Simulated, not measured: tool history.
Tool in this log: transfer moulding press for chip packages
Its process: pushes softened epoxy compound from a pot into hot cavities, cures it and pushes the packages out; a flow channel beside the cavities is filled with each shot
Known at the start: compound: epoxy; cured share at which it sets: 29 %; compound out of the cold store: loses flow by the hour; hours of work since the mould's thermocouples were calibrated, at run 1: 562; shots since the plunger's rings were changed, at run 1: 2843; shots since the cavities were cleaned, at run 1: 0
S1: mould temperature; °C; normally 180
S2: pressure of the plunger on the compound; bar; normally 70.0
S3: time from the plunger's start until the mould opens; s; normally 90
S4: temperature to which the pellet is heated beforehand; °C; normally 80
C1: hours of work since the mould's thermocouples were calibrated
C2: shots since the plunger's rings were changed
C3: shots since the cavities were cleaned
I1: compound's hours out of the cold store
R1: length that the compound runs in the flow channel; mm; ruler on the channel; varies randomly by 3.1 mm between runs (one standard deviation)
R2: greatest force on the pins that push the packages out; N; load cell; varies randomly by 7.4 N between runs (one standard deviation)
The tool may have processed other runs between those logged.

Run 1, day 0.000: usual settings; C1 562; C2 2843; C3 0; I1 29.7. Result: R1 566 mm, R2 310 N.
At day 2.367: cavities cleaned with cleaning compound and waxed.
Run 2, day 3.446: usual settings; C1 610; C2 3784; C3 300; I1 15.6. Result: R1 626 mm, R2 460 N.
At day 4.671: cavities cleaned with cleaning compound and waxed.
Run 3, day 5.954: usual settings; C1 646; C2 4464; C3 356; I1 47.5. Result: R1 480 mm, R2 447 N.
At day 7.021: cavities cleaned with cleaning compound and waxed.
At day 9.262: cavities cleaned with cleaning compound and waxed.
Run 4, day 9.500: usual settings; C1 695; C2 5416; C3 66; I1 21.1. Result: R1 579 mm, R2 359 N.
At day 11.775: cavities cleaned with cleaning compound and waxed.
At day 12.212: plunger's sealing rings changed.
Run 5, day 12.942: usual settings; C1 742; C2 203; C3 296; I1 21.2. Result: R1 632 mm, R2 475 N.
At day 14.242: cavities cleaned with cleaning compound and waxed.
Run 6, day 15.250: usual settings; C1 774; C2 828; C3 281; I1 16.0. Result: R1 655 mm, R2 454 N.
At day 16.546: cavities cleaned with cleaning compound and waxed.
At day 19.083: cavities cleaned with cleaning compound and waxed.
Run 7, day 19.433: usual settings but S2 80.5 bar; C1 832; C2 1957; C3 98; I1 42.5. Result: R1 565 mm, R2 359 N.
At day 20.908: mould's thermocouples calibrated.
At day 21.483: cavities cleaned with cleaning compound and waxed.
Run 8, day 21.642: usual settings but S2 80.5 bar; C1 10; C2 2530; C3 44; I1 25.8. Result: R1 633 mm, R2 312 N.
At day 23.946: cavities cleaned with cleaning compound and waxed.
Run 9, day 24.542: usual settings; C1 50; C2 3320; C3 166; I1 33.5. Result: R1 551 mm, R2 371 N.
At day 26.188: cavities cleaned with cleaning compound and waxed.
Run 10, day 27.308: usual settings but S4 85 °C; C1 89; C2 4071; C3 311; I1 32.8. Result: R1 541 mm, R2 418 N.
At day 28.750: cavities cleaned with cleaning compound and waxed.
Run 11, day 29.508: usual settings but S4 85 °C; C1 120; C2 4666; C3 211; I1 10.8. Result: R1 634 mm, R2 391 N.
At day 31.112: cavities cleaned with cleaning compound and waxed.
Run 12, day 32.388: usual settings but S4 85 °C; C1 160; C2 5449; C3 355; I1 17.9. Result: R1 598 mm, R2 441 N.
At day 33.600: cavities cleaned with cleaning compound and waxed.
Run 13, day 34.108: usual settings but S4 85 °C; C1 184; C2 5911; C3 142; I1 11.9. Result: R1 621 mm, R2 366 N.
At day 35.067: plunger's sealing rings changed.
At day 36.108: cavities cleaned with cleaning compound and waxed.
Run 14, day 37.204: usual settings but S1 185 °C, S2 59.0 bar; C1 226; C2 577; C3 305; I1 17.3. Result: R1 591 mm, R2 376 N.
At day 38.354: cavities cleaned with cleaning compound and waxed.
Run 15, day 39.467: usual settings but S1 178 °C, S2 85.0 bar; C1 258; C2 1189; C3 310; I1 45.0. Result: R1 575 mm, R2 456 N.
At day 40.896: cavities cleaned with cleaning compound and waxed.
At day 43.375: cavities cleaned with cleaning compound and waxed.
Run 16, day 43.508: usual settings but S1 178 °C, S2 85.0 bar; C1 314; C2 2278; C3 37; I1 32.5. Result: R1 618 mm, R2 358 N.
At day 45.762: cavities cleaned with cleaning compound and waxed.
Run 17, day 46.567: usual settings but S1 183 °C, S2 57.7 bar, S3 117 s, S4 71 °C; C1 357; C2 3111; C3 223; I1 10.2. Result: R1 596 mm, R2 316 N.
At day 48.121: cavities cleaned with cleaning compound and waxed.
Run 18, day 49.479: usual settings but S1 183 °C, S2 57.7 bar, S3 117 s, S4 71 °C; C1 398; C2 3905; C3 379; I1 22.9. Result: R1 531 mm, R2 351 N.
At day 50.408: cavities cleaned with cleaning compound and waxed.
Run 19, day 52.012: usual settings but S1 183 °C, S2 57.7 bar, S3 117 s, S4 71 °C; C1 434; C2 4591; C3 446; I1 44.7. Result: R1 444 mm, R2 345 N.
At day 52.742: cavities cleaned with cleaning compound and waxed.
Run 20, day 54.812: usual settings but S1 183 °C, S2 57.7 bar, S3 117 s, S4 71 °C; C1 473; C2 5353; C3 576; I1 30.2. Result: R1 489 mm, R2 397 N.
At day 55.079: cavities cleaned with cleaning compound and waxed.
At day 57.496: cavities cleaned with cleaning compound and waxed.
At day 57.942: plunger's sealing rings changed.
Run 21, day 58.879: usual settings but S1 183 °C, S2 57.7 bar, S3 117 s, S4 71 °C; C1 528; C2 261; C3 356; I1 16.5. Result: R1 598 mm, R2 359 N.
At day 59.850: cavities cleaned with cleaning compound and waxed.
Run 22, day 61.450: usual settings but S2 81.6 bar, S3 77 s, S4 83 °C; C1 564; C2 959; C3 446; I1 12.9. Result: R1 726 mm, R2 730 N.
At day 62.096: cavities cleaned with cleaning compound and waxed.
Run 23, day 63.521: usual settings but S3 112 s, S4 71 °C; C1 593; C2 1517; C3 396; I1 28.5. Result: R1 591 mm, R2 359 N.
At day 64.583: cavities cleaned with cleaning compound and waxed.
At day 67.075: cavities cleaned with cleaning compound and waxed.
Run 24, day 67.667: usual settings but S2 63.6 bar, S3 112 s, S4 75 °C; C1 651; C2 2636; C3 164; I1 34.0. Result: R1 523 mm, R2 306 N.
At day 69.483: cavities cleaned with cleaning compound and waxed.
Run 25, day 71.533: usual settings but S2 52.3 bar, S3 119 s; C1 706; C2 3694; C3 570; I1 30.8. Result: R1 480 mm, R2 397 N.
At day 71.892: cavities cleaned with cleaning compound and waxed.
Run 26, day 73.304: usual settings but S2 52.3 bar, S3 119 s; C1 730; C2 4169; C3 392; I1 18.4. Result: R1 523 mm, R2 367 N.

Forecast each of these 4 alternatives for the next run:
At day 74.350: cavities cleaned with cleaning compound and waxed.
Run A, day 75.912: usual settings but S1 173 °C, S2 84.5 bar, S3 119 s, S4 86 °C; C1 767; C2 4877; C3 434; I1 18.8. Result: R1 ?, R2 ?.
At day 74.350: cavities cleaned with cleaning compound and waxed.
Run B, day 75.912: usual settings but S2 52.3 bar, S3 119 s, S4 86 °C; C1 767; C2 4877; C3 434; I1 8.2. Result: R1 ?, R2 ?.
At day 74.350: cavities cleaned with cleaning compound and waxed.
Run C, day 75.912: usual settings but S2 52.5 bar, S3 85 s; C1 767; C2 4877; C3 434; I1 18.9. Result: R1 ?, R2 ?.
At day 74.350: cavities cleaned with cleaning compound and waxed.
Run D, day 75.912: usual settings but S2 53.1 bar, S4 75 °C; C1 767; C2 4877; C3 434; I1 12.0. Result: R1 ?, R2 ?.

run   R1   R2
  A  659  414
  B  558  360
  C  519  539
  D  546  500
Stripped of hidden state, with their random variation kept, the same runs would have yielded:
run   R1   R2
  A  716  260
  B  606  231
  C  564  333
  D  593  311
